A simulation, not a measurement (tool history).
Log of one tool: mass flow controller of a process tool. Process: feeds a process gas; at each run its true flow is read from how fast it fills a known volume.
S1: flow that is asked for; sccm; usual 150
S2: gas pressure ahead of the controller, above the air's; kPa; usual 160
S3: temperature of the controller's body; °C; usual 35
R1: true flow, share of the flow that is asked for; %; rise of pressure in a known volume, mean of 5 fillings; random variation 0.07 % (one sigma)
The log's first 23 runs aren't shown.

{"run": 24, "day": 236.929, "S1": 53, "S2": 245, "S3": 24, "R1": 95.86}
{"run": 25, "day": 248.483, "S1": 53, "S2": 245, "S3": 24, "R1": 95.62}
{"run": 26, "day": 261.342, "S1": 53, "S2": 204, "S3": 26, "R1": 95.73}
{"run": 27, "day": 273.8, "S1": 388, "S2": 140, "S3": 21, "R1": 97.9}
{"day": 278.825, "done": "gauge calibrated"}
{"run": 28, "day": 282.862, "S1": 362, "S2": 232, "S3": 35, "R1": 99.6}
{"run": 29, "day": 289.354, "S1": 75, "S2": 160, "S3": 22, "R1": 97.35}
{"run": 30, "day": 300.704, "S1": 75, "S2": 160, "S3": 22, "R1": 97.18}
{"run": 31, "day": 311.492, "S1": 80, "S2": 251, "S3": 29, "R1": 97.27}
{"run": 32, "day": 322.896, "S1": 80, "S2": 251, "S3": 29, "R1": 97.35}
{"run": 33, "day": 329.125, "S1": 168, "S2": 146, "S3": 27, "R1": 98.03}
{"run": 34, "day": 340.479, "S1": 358, "S2": 273, "S3": 35, "R1": 98.92}
{"run": 35, "day": 348.842, "S1": 358, "S2": 273, "S3": 35, "R1": 99.08}
{"run": 36, "day": 358.925, "S1": 358, "S2": 273, "S3": 35, "R1": 98.91}
{"run": 37, "day": 372.288, "S1": 358, "S2": 273, "S3": 35, "R1": 98.92}
{"run": 38, "day": 382.146, "S1": 335, "S2": 160, "S3": 35, "R1": 99.19}
{"run": 39, "day": 392.833, "S1": 295, "S2": 154, "S3": 35, "R1": 98.92}

Forecast each of these 4 alternatives for the next run:
{"day": 396.133, "done": "gauge calibrated"}
{"run": "A", "day": 400.121, "S1": 72, "S2": 154, "S3": 36, "R1": "?"}
{"day": 396.133, "done": "gauge calibrated"}
{"run": "B", "day": 400.121, "S1": 344, "S2": 160, "S3": 35, "R1": "?"}
{"day": 396.133, "done": "gauge calibrated"}
{"run": "C", "day": 400.121, "S1": 82, "S2": 147, "S3": 34, "R1": "?"}
{"day": 396.133, "done": "gauge calibrated"}
{"run": "D", "day": 400.121, "S1": 426, "S2": 176, "S3": 21, "R1": "?"}

run=A R1=98.01
run=B R1=99.75
run=C R1=98.13
run=D R1=99.29
Without the tool's hidden state the same runs would have given:
run=A R1=98.06
run=B R1=99.75
run=C R1=98.18
run=D R1=99.29

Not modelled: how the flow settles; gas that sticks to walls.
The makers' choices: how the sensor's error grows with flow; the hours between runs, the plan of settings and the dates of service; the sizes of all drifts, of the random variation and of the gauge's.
